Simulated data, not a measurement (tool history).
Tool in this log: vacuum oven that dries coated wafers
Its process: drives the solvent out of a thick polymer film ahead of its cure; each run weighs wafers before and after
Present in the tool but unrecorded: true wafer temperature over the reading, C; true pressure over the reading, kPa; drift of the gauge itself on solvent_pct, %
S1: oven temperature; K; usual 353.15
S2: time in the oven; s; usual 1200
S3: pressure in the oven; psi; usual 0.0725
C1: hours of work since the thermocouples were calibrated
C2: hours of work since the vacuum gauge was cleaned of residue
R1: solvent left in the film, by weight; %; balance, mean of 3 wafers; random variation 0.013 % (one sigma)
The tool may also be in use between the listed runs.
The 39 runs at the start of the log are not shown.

run,day,S1,S2,S3,C1,C2,R1
40,34.779,355.15,2040,0.1155,138,898,0.58
41,35.696,353.15,1380,0.0889,153,913,0.92
42,36.621,353.15,1380,0.0889,168,928,0.91
43,37.283,357.15,1380,0.0653,179,939,0.49
44,38.200,347.15,1740,0.0379,194,953,1.08
45,38.929,345.15,900,0.0670,206,965,4.27
46,39.929,345.15,900,0.0670,222,982,4.24
47,40.504,345.15,900,0.0670,231,991,4.22
48,41.521,345.15,900,0.0670,248,1008,4.24

3 options for the next run, each taken on its own from the tool as it stands now. Forecast them:
A,42.067,358.15,1440,0.2168,257,1016,?
B,42.067,353.15,1560,0.2046,257,1016,?
C,42.067,345.15,900,0.0928,257,1016,?

run,R1
A,0.89
B,1.21
C,4.36
Take away the tool's hidden state, keep each run's random variation, and the runs would have read:
run,R1
A,0.77
B,1.06
C,4.20
